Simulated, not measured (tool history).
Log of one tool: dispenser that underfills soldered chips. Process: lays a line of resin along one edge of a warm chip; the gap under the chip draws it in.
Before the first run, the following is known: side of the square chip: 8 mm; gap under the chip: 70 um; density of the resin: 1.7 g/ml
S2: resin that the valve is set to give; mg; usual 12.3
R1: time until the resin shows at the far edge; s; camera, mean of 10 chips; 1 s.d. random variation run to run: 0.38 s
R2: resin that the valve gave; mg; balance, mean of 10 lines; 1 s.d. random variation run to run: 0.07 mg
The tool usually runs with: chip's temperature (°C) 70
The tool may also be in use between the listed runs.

Run 1, hour 0.0: usual settings. Result: R1 24.6 s, R2 12.42 mg.
Run 2, hour 3.8: usual settings but chip's temperature (°C) 83. Result: R1 19.0 s, R2 12.30 mg.
Run 3, hour 6.0: usual settings. Result: R1 32.6 s, R2 12.29 mg.
At hour 9.4: new syringe of resin.
Run 4, hour 11.6: usual settings but S2 11.1 mg. Result: R1 24.8 s, R2 10.84 mg.
Run 5, hour 14.9: usual settings but S2 11.1 mg. Result: R1 29.4 s, R2 10.94 mg.
Run 6, hour 20.0: usual settings but S2 11.1 mg. Result: R1 36.2 s, R2 11.08 mg.
At hour 20.5: new syringe of resin.
Run 7, hour 24.2: usual settings but S2 11.1 mg. Result: R1 26.8 s, R2 10.90 mg.
Run 8, hour 28.3: usual settings but S2 14.7 mg. Result: R1 31.2 s, R2 14.37 mg.
At hour 32.0: new syringe of resin.
Run 9, hour 33.7: usual settings but S2 14.7 mg. Result: R1 24.4 s, R2 14.53 mg.
Run 10, hour 37.8: usual settings but S2 11.5 mg. Result: R1 29.7 s, R2 11.27 mg.
Run 11, hour 42.1: usual settings but chip's temperature (°C) 59, S2 14.4 mg. Result: R1 52.7 s, R2 13.99 mg.
At hour 43.1: new syringe of resin.
Run 12, hour 45.6: usual settings but chip's temperature (°C) 57, S2 14.3 mg. Result: R1 40.2 s, R2 13.87 mg.
Run 13, hour 47.9: usual settings but chip's temperature (°C) 78, S2 12.7 mg. Result: R1 21.4 s, R2 12.31 mg.
Run 14, hour 50.4: usual settings but chip's temperature (°C) 55, S2 12.2 mg. Result: R1 54.7 s, R2 11.70 mg.
Run 15, hour 53.8: usual settings but chip's temperature (°C) 76, S2 11.2 mg. Result: R1 30.7 s, R2 10.82 mg.
At hour 54.6: new syringe of resin.
Run 16, hour 58.9: usual settings but chip's temperature (°C) 76, S2 12.8 mg. Result: R1 22.7 s, R2 12.23 mg.
Run 17, hour 62.4: usual settings but chip's temperature (°C) 71, S2 15.8 mg. Result: R1 29.9 s, R2 15.18 mg.
At hour 65.8: new syringe of resin.
Run 18, hour 66.5: usual settings but chip's temperature (°C) 71, S2 15.8 mg. Result: R1 22.2 s, R2 15.15 mg.

Forecast each of these 5 alternatives for the next run:
Run A, hour 70.3: usual settings but chip's temperature (°C) 58. Result: R1 ?, R2 ?.
Run B, hour 70.3: usual settings but chip's temperature (°C) 81, S2 10.5 mg. Result: R1 ?, R2 ?.
Run C, hour 70.3: usual settings but chip's temperature (°C) 83, S2 12.8 mg. Result: R1 ?, R2 ?.
Run D, hour 70.3: usual settings but chip's temperature (°C) 62, S2 15.8 mg. Result: R1 ?, R2 ?.
Run E, hour 70.3: usual settings but chip's temperature (°C) 78. Result: R1 ?, R2 ?.

run    R1     R2
  A  43.2  11.72
  B  20.0   9.95
  C  18.6  12.17
  D  36.4  15.09
  E  21.6  11.73
Take away the tool's hidden state, keep each run's random variation, and the runs would have read:
run    R1     R2
  A  35.4  12.28
  B  16.3  10.43
  C  15.3  12.75
  D  29.9  15.81
  E  17.7  12.29
